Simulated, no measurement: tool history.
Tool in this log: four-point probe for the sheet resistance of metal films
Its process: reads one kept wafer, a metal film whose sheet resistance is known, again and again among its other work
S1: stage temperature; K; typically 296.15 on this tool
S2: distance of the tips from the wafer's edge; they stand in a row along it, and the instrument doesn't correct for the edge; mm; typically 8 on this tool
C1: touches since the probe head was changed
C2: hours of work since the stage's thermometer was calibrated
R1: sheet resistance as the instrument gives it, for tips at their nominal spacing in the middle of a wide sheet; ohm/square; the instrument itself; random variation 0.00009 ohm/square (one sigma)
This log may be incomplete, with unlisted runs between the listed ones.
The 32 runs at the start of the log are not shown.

run,day,S1,S2,C1,C2,R1
33,20.871,298.15,10,54591,836,0.442918
34,21.675,298.15,10,55515,849,0.442948
35,22.304,298.15,20,56237,858,0.442589
36,23.212,307.15,23,57278,872,0.438598
37,24.075,307.15,23,58268,885,0.438419
38,24.983,296.15,4,59311,899,0.446832
39,25.850,298.15,16,60305,912,0.442151
40,26.300,298.15,3,60819,919,0.448294
41,26.788,299.15,5,61380,927,0.443763
42,27.454,296.15,23,62144,937,0.442734
43,28.350,296.15,23,63173,951,0.442877
44,29.188,297.15,12,64131,963,0.442591

Alternative continuations, all from the tool just after run 44; predict every row:
A,29.992,296.15,39,65054,976,?
B,29.992,301.15,12,65054,976,?
C,29.992,296.15,25,65054,976,?

run,R1
A,0.442477
B,0.440702
C,0.442668
Without the tool's unlogged condition, the same runs would have read:
run,R1
A,0.446963
B,0.445174
C,0.447156
